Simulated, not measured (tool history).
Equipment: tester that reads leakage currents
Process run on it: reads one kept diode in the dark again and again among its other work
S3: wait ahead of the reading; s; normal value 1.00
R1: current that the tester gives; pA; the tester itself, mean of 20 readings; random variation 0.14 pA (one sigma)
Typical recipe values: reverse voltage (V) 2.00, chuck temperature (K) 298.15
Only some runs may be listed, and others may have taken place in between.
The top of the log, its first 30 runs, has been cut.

{"run": 31, "hour": 1782.7, "reverse voltage (V)": 2.0, "chuck temperature (K)": 299.15, "S3": 9.01, "R1": 46.4}
{"run": 32, "hour": 1848.2, "reverse voltage (V)": 3.74, "chuck temperature (K)": 330.15, "S3": 0.46, "R1": 720.76}
{"run": 33, "hour": 1889.8, "reverse voltage (V)": 3.74, "chuck temperature (K)": 330.15, "S3": 0.46, "R1": 717.71}
{"run": 34, "hour": 1971.8, "reverse voltage (V)": 3.74, "chuck temperature (K)": 330.15, "S3": 0.46, "R1": 718.03}
{"run": 35, "hour": 2032.6, "reverse voltage (V)": 3.74, "chuck temperature (K)": 330.15, "S3": 0.46, "R1": 723.69}
{"hour": 2042.3, "done": "chuck's temperature calibrated"}
{"run": 36, "hour": 2099.1, "reverse voltage (V)": 2.0, "chuck temperature (K)": 318.15, "S3": 1.2, "R1": 224.73}
{"run": 37, "hour": 2166.8, "reverse voltage (V)": 4.02, "chuck temperature (K)": 332.15, "S3": 5.95, "R1": 853.62}
{"run": 38, "hour": 2237.4, "reverse voltage (V)": 4.02, "chuck temperature (K)": 321.15, "S3": 5.95, "R1": 378.33}
{"run": 39, "hour": 2275.8, "reverse voltage (V)": 2.7, "chuck temperature (K)": 296.15, "S3": 5.95, "R1": 40.62}
{"run": 40, "hour": 2311.8, "reverse voltage (V)": 1.08, "chuck temperature (K)": 328.15, "S3": 1.0, "R1": 369.91}

3 options for the next run, each taken on its own from the tool as it stands now. Forecast them:
{"run": "A", "hour": 2352.6, "reverse voltage (V)": 2.79, "chuck temperature (K)": 328.15, "S3": 1.0, "R1": "?"}
{"run": "B", "hour": 2352.6, "reverse voltage (V)": 1.08, "chuck temperature (K)": 328.15, "S3": 9.05, "R1": "?"}
{"run": "C", "hour": 2352.6, "reverse voltage (V)": 3.2, "chuck temperature (K)": 310.15, "S3": 0.42, "R1": "?"}

run=A R1=551.47
run=B R1=370.92
run=C R1=145.36
Had the tool no hidden state, the same runs would have come out as:
run=A R1=551.55
run=B R1=370.98
run=C R1=145.35
